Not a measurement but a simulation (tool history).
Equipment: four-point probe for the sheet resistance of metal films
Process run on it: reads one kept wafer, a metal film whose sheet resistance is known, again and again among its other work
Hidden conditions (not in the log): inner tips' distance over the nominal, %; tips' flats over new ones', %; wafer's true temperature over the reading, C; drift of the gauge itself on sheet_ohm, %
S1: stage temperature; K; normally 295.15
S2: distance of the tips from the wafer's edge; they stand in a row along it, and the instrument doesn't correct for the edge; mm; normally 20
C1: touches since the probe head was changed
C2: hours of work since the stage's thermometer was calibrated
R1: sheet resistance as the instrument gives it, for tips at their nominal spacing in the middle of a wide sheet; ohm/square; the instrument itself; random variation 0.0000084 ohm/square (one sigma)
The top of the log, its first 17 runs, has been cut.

| run | hour | S1 | S2 | C1 | C2 | R1 |
|---|---|---|---|---|---|---|
| 18 | 811.1 | 295.15 | 20 | 58245 | 1279 | 0.041519 |
| 19 | 856.3 | 295.15 | 20 | 59103 | 1304 | 0.041512 |
| 20 | 905.7 | 295.15 | 20 | 60044 | 1331 | 0.041519 |
| 21 | 961.7 | 295.15 | 33 | 61109 | 1361 | 0.041502 |
| 22 | 1007.0 | 295.15 | 14 | 61971 | 1386 | 0.041528 |
| 23 | 1047.5 | 295.15 | 14 | 62741 | 1408 | 0.041523 |
| 24 | 1089.9 | 301.15 | 9 | 63548 | 1431 | 0.041502 |
| 25 | 1154.1 | 301.15 | 9 | 64769 | 1466 | 0.041495 |
| 26 | 1206.7 | 301.15 | 9 | 65770 | 1495 | 0.041502 |
| 27 | 1234.6 | 295.15 | 5 | 66302 | 1510 | 0.041717 |
| 28 | 1274.0 | 295.15 | 41 | 67052 | 1531 | 0.041500 |
| 29 | 1305.7 | 297.15 | 4 | 67654 | 1548 | 0.041830 |
| 30 | 1367.8 | 304.15 | 61 | 68835 | 1582 | 0.041416 |
| 31 | 1414.2 | 304.15 | 61 | 69718 | 1608 | 0.041407 |
| 32 | 1445.9 | 300.15 | 4 | 70322 | 1625 | 0.041793 |
| 33 | 1510.8 | 295.15 | 3 | 71556 | 1660 | 0.042106 |
| 34 | 1567.2 | 307.15 | 38 | 72629 | 1691 | 0.041380 |
| 35 | 1623.3 | 305.15 | 13 | 73697 | 1721 | 0.041434 |
| 36 | 1684.6 | 305.15 | 4 | 74863 | 1755 | 0.041745 |
| 37 | 1723.6 | 306.15 | 4 | 75604 | 1776 | 0.041722 |

What if the next run were any one of these 5? Each begins from the tool's condition after run 37:
| A | 1786.4 | 293.15 | 55 | 76800 | 1810 | ? |
| B | 1786.4 | 294.15 | 26 | 76800 | 1810 | ? |
| C | 1786.4 | 308.15 | 7 | 76800 | 1810 | ? |
| D | 1786.4 | 308.15 | 17 | 76800 | 1810 | ? |
| E | 1786.4 | 299.15 | 12 | 76800 | 1810 | ? |

| run | R1 |
|---|---|
| A | 0.041525 |
| B | 0.041529 |
| C | 0.041479 |
| D | 0.041386 |
| E | 0.041491 |
With the hidden condition removed and each run's random variation left untouched, the same runs would have given:
| run | R1 |
|---|---|
| A | 0.041834 |
| B | 0.041837 |
| C | 0.041785 |
| D | 0.041691 |
| E | 0.041799 |
